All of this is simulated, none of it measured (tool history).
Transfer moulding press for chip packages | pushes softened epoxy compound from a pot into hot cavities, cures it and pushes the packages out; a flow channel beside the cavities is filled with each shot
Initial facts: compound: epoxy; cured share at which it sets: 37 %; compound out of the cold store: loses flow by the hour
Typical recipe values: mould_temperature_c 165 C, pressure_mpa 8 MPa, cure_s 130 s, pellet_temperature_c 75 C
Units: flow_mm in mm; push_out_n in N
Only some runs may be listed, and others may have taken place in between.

| run | hour | mould_temperature_c | pressure_mpa | cure_s | pellet_temperature_c | incoming compound's hours out of the cold store | flow_mm | push_out_n |
|---|---|---|---|---|---|---|---|---|
| 1 | 0.0 | 165 | 8 | 130 | 75 | 29.1 | 759 | 381 |
| 2 | 7.8 | 165 | 8 | 130 | 75 | 42.9 | 708 | 474 |
| 3 | 17.3 | 165 | 8 | 130 | 75 | 22.3 | 771 | 572 |
| 4 | 24.3 | 165 | 8 | 130 | 75 | 40.7 | 706 | 597 |
| 5 | 31.1 | 165 | 8 | 130 | 75 | 37.5 | 714 | 652 |
| 6 | 37.8 | 165 | 8 | 130 | 75 | 23.2 | 760 | 709 |
|  | 42.8 | mould's thermocouples calibrated |
| 7 | 48.4 | 165 | 8 | 130 | 75 | 18.1 | 784 | 698 |
| 8 | 57.1 | 165 | 8 | 130 | 75 | 9.5 | 819 | 780 |
|  | 67.1 | mould's thermocouples calibrated, once more |
| 9 | 68.3 | 165 | 8 | 130 | 75 | 12.7 | 811 | 848 |
|  | 74.7 | cavities cleaned with cleaning compound and waxed |
| 10 | 79.7 | 165 | 8 | 130 | 75 | 28.2 | 745 | 439 |
| 11 | 89.2 | 165 | 8 | 130 | 75 | 33.6 | 730 | 542 |
| 12 | 95.2 | 165 | 8 | 130 | 75 | 11.0 | 801 | 592 |
| 13 | 100.4 | 165 | 8 | 130 | 75 | 24.4 | 758 | 619 |
| 14 | 110.6 | 165 | 8 | 130 | 75 | 27.0 | 752 | 671 |
| 15 | 118.5 | 165 | 8 | 130 | 75 | 28.4 | 746 | 748 |

The next listed run, before its measurement:
| 16 | 124.2 | 165 | 8 | 130 | 75 | 14.9 | ? | ? |

{"run 16": {"flow_mm": 786, "push_out_n": 746}}
Were there no unlogged condition in the tool, this run, its random variation unchanged, would have produced flow_mm 840 mm, push_out_n 388 N.
